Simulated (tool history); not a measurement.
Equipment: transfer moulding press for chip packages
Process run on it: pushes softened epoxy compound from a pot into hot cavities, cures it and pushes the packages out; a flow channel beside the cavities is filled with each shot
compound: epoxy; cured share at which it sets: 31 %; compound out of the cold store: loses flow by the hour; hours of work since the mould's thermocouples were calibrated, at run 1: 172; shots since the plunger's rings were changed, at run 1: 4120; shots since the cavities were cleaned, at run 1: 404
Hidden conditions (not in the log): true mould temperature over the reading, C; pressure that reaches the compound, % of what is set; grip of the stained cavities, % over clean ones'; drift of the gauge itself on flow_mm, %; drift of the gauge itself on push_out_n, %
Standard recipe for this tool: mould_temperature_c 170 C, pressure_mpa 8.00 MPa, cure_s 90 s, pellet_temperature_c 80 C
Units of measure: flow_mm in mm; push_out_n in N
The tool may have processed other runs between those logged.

run,hour,mould_temperature_c,pressure_mpa,cure_s,pellet_temperature_c,hours of work since the mould's thermocouples were calibrated,shots since the plunger's rings were changed,shots since the cavities were cleaned,incoming compound's hours out of the cold store,flow_mm,push_out_n
1,0.0,170,8.00,90,80,172,4120,404,38.5,925,424
# hour 7.4: cavities cleaned with cleaning compound and waxed
2,8.3,170,8.00,90,80,177,4209,12,44.7,865,419
3,19.4,170,8.00,90,80,185,4355,158,17.9,1017,434
4,32.1,170,6.46,90,80,194,4523,326,42.9,776,438
5,39.6,170,6.46,90,80,200,4621,424,23.8,885,437
# hour 45.1: cavities cleaned with cleaning compound and waxed
6,51.4,170,6.46,90,80,207,4756,82,31.8,842,441
7,61.6,170,8.00,90,74,214,4890,216,23.5,996,447
8,69.5,170,8.00,90,74,220,4995,321,40.2,898,448
9,76.0,170,8.00,90,80,225,5081,407,16.8,1044,455
# hour 82.6: cavities cleaned with cleaning compound and waxed
10,88.0,170,8.00,128,80,233,5218,71,15.8,1027,383
11,99.8,170,8.00,90,80,241,5374,227,46.9,843,437
12,106.1,170,8.00,90,80,246,5457,310,9.7,1095,460
13,115.8,170,8.00,90,80,253,5585,438,39.4,880,423
# hour 120.7: cavities cleaned with cleaning compound and waxed
14,126.4,170,8.00,90,85,259,5704,75,22.0,994,451
15,137.1,170,9.72,90,80,267,5844,215,35.6,1001,430
16,149.4,173,7.20,94,84,276,6006,377,44.2,807,379
# hour 158.2: cavities cleaned with cleaning compound and waxed
17,159.4,170,7.54,90,80,282,6118,15,21.5,968,421
18,165.9,164,8.00,120,80,287,6204,101,38.7,915,389
19,178.6,169,6.86,92,70,296,6371,268,38.7,830,427
20,188.6,169,6.86,92,70,303,6503,400,15.7,970,464
# hour 195.9: cavities cleaned with cleaning compound and waxed
21,196.7,169,6.30,72,73,308,6589,10,38.6,807,733
22,202.8,174,6.68,89,73,312,6669,90,47.0,756,386
23,208.7,174,6.68,89,73,317,6747,168,38.1,808,395
# hour 212.2: plunger's sealing rings changed
24,217.5,163,9.57,104,86,321,69,251,14.9,1199,530
25,225.7,178,8.29,121,85,327,177,359,20.9,1007,360
# hour 236.3: cavities cleaned with cleaning compound and waxed
26,237.4,178,6.61,121,78,335,312,15,40.1,784,370
27,242.9,173,8.30,90,87,339,383,86,42.3,872,397

Here are 5 independent what-if runs from the current tool condition. What would each one return?
A,251.9,175,8.30,89,81,345,502,205,35.9,?,?
B,251.9,175,8.30,90,75,345,502,205,43.0,?,?
C,251.9,167,8.29,90,80,345,502,205,25.6,?,?
D,251.9,174,8.00,90,80,345,502,205,44.5,?,?
E,251.9,170,8.90,90,72,345,502,205,46.3,?,?

run,flow_mm,push_out_n
A,910,383
B,874,373
C,995,491
D,860,399
E,887,421
Take away the tool's hidden state, keep each run's random variation, and the runs would have read:
run,flow_mm,push_out_n
A,910,380
B,874,371
C,995,488
D,860,397
E,888,418
